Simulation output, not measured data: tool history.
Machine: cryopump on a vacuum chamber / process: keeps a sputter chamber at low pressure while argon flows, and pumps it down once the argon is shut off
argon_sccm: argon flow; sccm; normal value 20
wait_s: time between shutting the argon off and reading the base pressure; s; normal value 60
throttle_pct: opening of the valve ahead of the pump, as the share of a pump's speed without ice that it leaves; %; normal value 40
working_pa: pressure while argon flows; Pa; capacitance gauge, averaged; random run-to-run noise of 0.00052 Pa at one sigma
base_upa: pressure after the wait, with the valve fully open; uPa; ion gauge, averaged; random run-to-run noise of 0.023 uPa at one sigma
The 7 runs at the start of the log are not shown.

run    hour  argon_sccm  wait_s  throttle_pct  hours of work since the pump was warmed up and emptied  hours of work since the cold head was overhauled  hours of work since the chamber's fittings were tightened  working_pa  base_upa
  8   574.4          20      60            45                                                     171                                              1752                                                        727      0.0317      0.99
  9   657.2          20      60            45                                                     210                                              1791                                                        765      0.0324      0.98
 10   750.3          20      60            40                                                     253                                              1834                                                        809      0.0365         1
 11   849.2          20      60            40                                                     300                                              1880                                                        855      0.0365      1.07
 12   922.3          20      60            40                                                     334                                              1915                                                        889      0.0363      1.05
 13   977.8          20      60            40                                                     360                                              1941                                                        915      0.0365      1.06
 14  1055.9          20      60            40                                                     396                                              1977                                                        952      0.0375      1.05
 15  1163.9          20      60            40                                                     447                                              2028                                                       1002      0.0377      1.02
 16    1258          20      60            40                                                     491                                              2072                                                       1046      0.0375      1.08
 17  1370.2          20      60            40                                                     543                                              2124                                                       1099      0.0378      1.11
 18  1424.4          21      22            40                                                     569                                              2150                                                       1124      0.0402      2.36

Forecast run 19:
 19  1479.8          20      30            34                                                     595                                              2175                                                       1150           ?         ?

working_pa: 0.045 Pa
base_upa: 1.82 uPa
Without the tool's hidden state the same run would have given working_pa 0.0409 Pa, base_upa 1.53 uPa.
